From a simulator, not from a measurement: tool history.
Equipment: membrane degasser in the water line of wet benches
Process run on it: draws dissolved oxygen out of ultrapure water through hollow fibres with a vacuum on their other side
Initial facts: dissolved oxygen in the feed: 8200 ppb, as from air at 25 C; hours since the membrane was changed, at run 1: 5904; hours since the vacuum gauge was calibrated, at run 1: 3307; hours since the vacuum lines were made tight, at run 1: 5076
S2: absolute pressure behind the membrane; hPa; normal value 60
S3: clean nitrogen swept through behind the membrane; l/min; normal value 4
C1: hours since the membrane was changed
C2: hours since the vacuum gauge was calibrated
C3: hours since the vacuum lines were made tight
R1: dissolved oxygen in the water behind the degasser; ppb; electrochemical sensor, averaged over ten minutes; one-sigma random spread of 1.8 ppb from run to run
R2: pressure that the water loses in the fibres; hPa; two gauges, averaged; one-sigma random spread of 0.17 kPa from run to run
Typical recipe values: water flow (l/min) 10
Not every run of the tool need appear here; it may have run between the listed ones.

{"run": 1, "hour": 0.0, "water flow (l/min)": 10, "S2": 60, "S3": 4, "C1": 5904, "C2": 3307, "C3": 5076, "R1": 185.5, "R2": 284.8}
{"run": 2, "hour": 157.4, "water flow (l/min)": 10, "S2": 60, "S3": 4, "C1": 6062, "C2": 3465, "C3": 5233, "R1": 182.5, "R2": 286.7}
{"run": 3, "hour": 420.1, "water flow (l/min)": 10, "S2": 60, "S3": 6.36, "C1": 6325, "C2": 3727, "C3": 5496, "R1": 175.7, "R2": 283.1}
{"run": 4, "hour": 535.1, "water flow (l/min)": 10, "S2": 60, "S3": 4, "C1": 6440, "C2": 3842, "C3": 5611, "R1": 184.3, "R2": 283.9}
{"run": 5, "hour": 680.7, "water flow (l/min)": 10, "S2": 60, "S3": 4, "C1": 6585, "C2": 3988, "C3": 5756, "R1": 186.4, "R2": 281.9}
{"run": 6, "hour": 913.2, "water flow (l/min)": 10, "S2": 60, "S3": 4, "C1": 6818, "C2": 4220, "C3": 5989, "R1": 185.9, "R2": 281.8}
{"run": 7, "hour": 1080.6, "water flow (l/min)": 10, "S2": 60, "S3": 4, "C1": 6985, "C2": 4388, "C3": 6156, "R1": 187, "R2": 280.9}
{"run": 8, "hour": 1328.2, "water flow (l/min)": 10, "S2": 60, "S3": 4, "C1": 7233, "C2": 4635, "C3": 6404, "R1": 186.3, "R2": 282}
{"run": 9, "hour": 1531.9, "water flow (l/min)": 10, "S2": 60, "S3": 4, "C1": 7436, "C2": 4839, "C3": 6607, "R1": 188.2, "R2": 286.1}
{"run": 10, "hour": 1657.1, "water flow (l/min)": 6, "S2": 60, "S3": 4, "C1": 7562, "C2": 4964, "C3": 6733, "R1": 41.5, "R2": 172.6}
{"run": 11, "hour": 1896.7, "water flow (l/min)": 6, "S2": 60, "S3": 4, "C1": 7801, "C2": 5204, "C3": 6972, "R1": 41.5, "R2": 171}
{"run": 12, "hour": 2057.9, "water flow (l/min)": 6, "S2": 60, "S3": 4, "C1": 7962, "C2": 5365, "C3": 7133, "R1": 40.9, "R2": 170.8}
{"run": 13, "hour": 2195.8, "water flow (l/min)": 6, "S2": 60, "S3": 4, "C1": 8100, "C2": 5503, "C3": 7271, "R1": 41, "R2": 170.2}
{"run": 14, "hour": 2404.5, "water flow (l/min)": 6, "S2": 60, "S3": 4, "C1": 8309, "C2": 5712, "C3": 7480, "R1": 41.3, "R2": 170.9}
{"run": 15, "hour": 2624.9, "water flow (l/min)": 6, "S2": 60, "S3": 4, "C1": 8529, "C2": 5932, "C3": 7701, "R1": 41.1, "R2": 173.4}
{"run": 16, "hour": 2768.4, "water flow (l/min)": 6, "S2": 60, "S3": 4, "C1": 8673, "C2": 6075, "C3": 7844, "R1": 40, "R2": 170.8}
{"run": 17, "hour": 2877.1, "water flow (l/min)": 10, "S2": 60, "S3": 2.27, "C1": 8781, "C2": 6184, "C3": 7953, "R1": 204.6, "R2": 282.5}
{"run": 18, "hour": 3086.0, "water flow (l/min)": 10, "S2": 60, "S3": 2.27, "C1": 8990, "C2": 6393, "C3": 8162, "R1": 198.2, "R2": 285.3}
{"run": 19, "hour": 3213.1, "water flow (l/min)": 10, "S2": 71.6, "S3": 3.63, "C1": 9117, "C2": 6520, "C3": 8289, "R1": 194.6, "R2": 287.1}
{"run": 20, "hour": 3432.2, "water flow (l/min)": 8, "S2": 70, "S3": 4, "C1": 9337, "C2": 6739, "C3": 8508, "R1": 107.9, "R2": 228.2}
{"run": 21, "hour": 3588.3, "water flow (l/min)": 8, "S2": 70, "S3": 4, "C1": 9493, "C2": 6895, "C3": 8664, "R1": 109, "R2": 230.2}
{"hour": 3610.0, "done": "vacuum gauge calibrated"}
{"run": 22, "hour": 3810.8, "water flow (l/min)": 8, "S2": 50.7, "S3": 4, "C1": 9715, "C2": 201, "C3": 8886, "R1": 97.7, "R2": 229.7}
{"run": 23, "hour": 3950.3, "water flow (l/min)": 8, "S2": 50.7, "S3": 4, "C1": 9854, "C2": 340, "C3": 9025, "R1": 97.4, "R2": 229.1}
{"run": 24, "hour": 4137.4, "water flow (l/min)": 9, "S2": 49.8, "S3": 4, "C1": 10041, "C2": 527, "C3": 9212, "R1": 137.4, "R2": 257.5}
{"run": 25, "hour": 4245.2, "water flow (l/min)": 10, "S2": 95.3, "S3": 1.88, "C1": 10149, "C2": 635, "C3": 9320, "R1": 254.6, "R2": 288.2}
{"run": 26, "hour": 4489.1, "water flow (l/min)": 12, "S2": 53.3, "S3": 9.35, "C1": 10393, "C2": 879, "C3": 9564, "R1": 285.7, "R2": 345.9}
{"run": 27, "hour": 4622.0, "water flow (l/min)": 7, "S2": 60, "S3": 3.65, "C1": 10526, "C2": 1012, "C3": 9697, "R1": 70.2, "R2": 201}
{"run": 28, "hour": 4735.1, "water flow (l/min)": 8, "S2": 60, "S3": 8.57, "C1": 10639, "C2": 1125, "C3": 9810, "R1": 95.1, "R2": 228}
{"run": 29, "hour": 4894.8, "water flow (l/min)": 8, "S2": 60, "S3": 5.65, "C1": 10799, "C2": 1285, "C3": 9970, "R1": 100.9, "R2": 229.1}
{"hour": 4932.6, "done": "vacuum gauge calibrated, once more"}
{"run": 30, "hour": 5042.5, "water flow (l/min)": 10, "S2": 137.8, "S3": 3.15, "C1": 10946, "C2": 110, "C3": 10117, "R1": 262.2, "R2": 283.9}
{"run": 31, "hour": 5181.7, "water flow (l/min)": 10, "S2": 36.4, "S3": 3.15, "C1": 11085, "C2": 249, "C3": 10256, "R1": 176, "R2": 287.9}
{"run": 32, "hour": 5291.7, "water flow (l/min)": 10, "S2": 135.1, "S3": 3.15, "C1": 11195, "C2": 359, "C3": 10366, "R1": 251.7, "R2": 287}

Below are 4 alternative next runs, each starting from the tool's condition after run 32. Predict each:
{"run": "A", "hour": 5475.7, "water flow (l/min)": 14, "S2": 135.1, "S3": 3.15, "C1": 11379, "C2": 543, "C3": 10550, "R1": "?", "R2": "?"}
{"run": "B", "hour": 5475.7, "water flow (l/min)": 10, "S2": 143.7, "S3": 11.31, "C1": 11379, "C2": 543, "C3": 10550, "R1": "?", "R2": "?"}
{"run": "C", "hour": 5475.7, "water flow (l/min)": 10, "S2": 60, "S3": 2.86, "C1": 11379, "C2": 543, "C3": 10550, "R1": "?", "R2": "?"}
{"run": "D", "hour": 5475.7, "water flow (l/min)": 10, "S2": 135.1, "S3": 1.84, "C1": 11379, "C2": 543, "C3": 10550, "R1": "?", "R2": "?"}

run=A R1=509.4 R2=402.3
run=B R1=195.5 R2=285.1
run=C R1=200.4 R2=285.5
run=D R1=307.5 R2=287.5
Without the tool's unlogged condition, the same runs would have read:
run=A R1=477.7 R2=392.2
run=B R1=178.6 R2=277.9
run=C R1=183.1 R2=278.2
run=D R1=288.1 R2=280.3

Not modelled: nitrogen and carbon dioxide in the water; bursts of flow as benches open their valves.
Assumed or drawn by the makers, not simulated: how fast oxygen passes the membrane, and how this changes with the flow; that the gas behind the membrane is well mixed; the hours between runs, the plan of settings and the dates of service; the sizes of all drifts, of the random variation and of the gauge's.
